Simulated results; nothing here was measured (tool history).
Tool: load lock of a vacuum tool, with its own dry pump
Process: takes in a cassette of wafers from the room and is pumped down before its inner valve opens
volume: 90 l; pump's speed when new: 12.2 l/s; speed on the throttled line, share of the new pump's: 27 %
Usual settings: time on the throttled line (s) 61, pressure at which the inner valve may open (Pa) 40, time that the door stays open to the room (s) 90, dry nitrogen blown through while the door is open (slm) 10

| run | hour | time on the throttled line (s) | pressure at which the inner valve may open (Pa) | time that the door stays open to the room (s) | dry nitrogen blown through while the door is open (slm) | incoming humidity of the room's air, % | time from the closed door until the inner valve may open (s) | rise of the pressure with all valves shut (Pa/min) |
|---|---|---|---|---|---|---|---|---|
| 1 | 0 | 61 | 40 | 90 | 10 | 43.2 | 106.4 | 0.033 |
| 2 | 87.3 | 61 | 40 | 90 | 10 | 46.1 | 105.5 | 0.03 |
| 3 | 285.4 | 34 | 40 | 90 | 10 | 43.6 | 87.5 | 0.032 |
| 4 | 457.4 | 40 | 40 | 90 | 10 | 47.9 | 90.5 | 0.034 |
| 5 | 636.3 | 40 | 40 | 90 | 10 | 45.7 | 91.5 | 0.038 |
| 6 | 774.5 | 36 | 40 | 90 | 10 | 48 | 89 | 0.037 |
| 7 | 934.5 | 36 | 54 | 90 | 10 | 43.6 | 85.9 | 0.041 |
| 8 | 1051.2 | 36 | 51 | 90 | 8 | 45 | 86.5 | 0.044 |
| 9 | 1197.1 | 36 | 51 | 65 | 4 | 44.9 | 86.9 | 0.047 |
| 10 | 1336.7 | 61 | 51 | 219 | 10 | 49.7 | 104.1 | 0.069 |
| 11 | 1447.1 | 94 | 40 | 125 | 5 | 44.7 | 129.2 | 0.057 |
| 12 | 1627.7 | 94 | 40 | 125 | 5 | 43.8 | 131.4 | 0.062 |
| 13 | 1823.5 | 61 | 44 | 108 | 10 | 45.3 | 106.3 | 0.048 |

4 ways to go on from here, each from the tool as it stands after run 13. What would each give?
| A | 2014.8 | 33 | 73 | 90 | 10 | 46.9 | ? | ? |
| B | 2014.8 | 75 | 62 | 216 | 10 | 43.6 | ? | ? |
| C | 2014.8 | 32 | 65 | 108 | 29 | 47.4 | ? | ? |
| D | 2014.8 | 61 | 44 | 232 | 10 | 45 | ? | ? |

| run | time from the closed door until the inner valve may open (s) | rise of the pressure with all valves shut (Pa/min) |
|---|---|---|
| A | 82.3 | 0.05 |
| B | 113.2 | 0.061 |
| C | 82.8 | 0.037 |
| D | 107.2 | 0.066 |
Without the tool's hidden state the same runs would have given:
| run | time from the closed door until the inner valve may open (s) | rise of the pressure with all valves shut (Pa/min) |
|---|---|---|
| A | 77.3 | 0.034 |
| B | 109.3 | 0.045 |
| C | 77.7 | 0.021 |
| D | 102.6 | 0.05 |
